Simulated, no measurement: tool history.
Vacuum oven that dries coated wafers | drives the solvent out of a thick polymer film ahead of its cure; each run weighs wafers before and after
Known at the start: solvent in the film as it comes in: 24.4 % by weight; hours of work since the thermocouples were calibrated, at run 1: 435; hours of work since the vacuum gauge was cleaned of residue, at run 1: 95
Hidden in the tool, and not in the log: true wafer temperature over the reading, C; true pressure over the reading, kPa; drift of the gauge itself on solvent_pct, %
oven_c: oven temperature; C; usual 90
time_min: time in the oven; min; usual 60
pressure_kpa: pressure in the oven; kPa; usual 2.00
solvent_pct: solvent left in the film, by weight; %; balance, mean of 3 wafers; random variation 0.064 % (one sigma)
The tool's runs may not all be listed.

run   hour  oven_c  time_min  pressure_kpa  hours of work since the thermocouples were calibrated  hours of work since the vacuum gauge was cleaned of residue  solvent_pct
  1    0.0      90        60          2.00                                                    435                                                           95         4.32
  2   14.5      90        60          2.00                                                    445                                                          106         4.35
  3   38.1      90        60          2.00                                                    463                                                          123         4.35
  4   50.1      90        60          4.45                                                    471                                                          132         5.33
  5   67.1      90        39          2.00                                                    484                                                          145         7.15
  6   83.6      90        39          2.00                                                    496                                                          157         7.19
  7  108.2      90        54          2.00                                                    514                                                          175         5.11
  8  122.6      90        54          2.00                                                    525                                                          186         5.06
     126.2  -- oven's thermocouples calibrated
  9  144.6      90        41          2.00                                                     14                                                          200         7.19
 10  169.3      90        41          2.00                                                     32                                                          219         7.03
 11  183.7      90        41          2.00                                                     42                                                          229         7.13
     197.6  -- oven's thermocouples calibrated, once more
 12  199.3      90        41          2.00                                                      1                                                          239         6.39
 13  213.0      85        60          2.00                                                     11                                                          249         6.43
 14  224.3      85        30          2.00                                                     20                                                          258        11.03
 15  242.0      84        60          2.00                                                     33                                                          271         6.78
 16  254.9     102        42          5.82                                                     42                                                          280         2.86
 17  267.3      95        96          3.94                                                     51                                                          289         1.85
 18  283.4      95        96          3.94                                                     63                                                          301         1.85
 19  308.9      95        96          3.94                                                     82                                                          320         1.85
 20  328.7      99        48          4.82                                                     97                                                          334         2.97
 21  353.7      99        48          4.82                                                    115                                                          353         2.99
 22  380.3      90        60          6.31                                                    135                                                          372         5.84
 23  391.9     100        60          5.27                                                    143                                                          381         2.27
 24  408.2      94        60          4.20                                                    155                                                          393         3.40
 25  429.9     102        42          2.00                                                    171                                                          409         1.89

3 ways to go on from here, each from the tool as it stands after run 25. What would each give?
  A  451.9      86        52          2.00                                                    187                                                          425            ?
  B  451.9      84        60          2.28                                                    187                                                          425            ?
  C  451.9      96        38          1.15                                                    187                                                          425            ?

run  solvent_pct
  A         7.05
  B         7.35
  C         4.00
Without the tool's hidden state the same runs would have given:
run  solvent_pct
  A         6.76
  B         7.05
  C         3.76
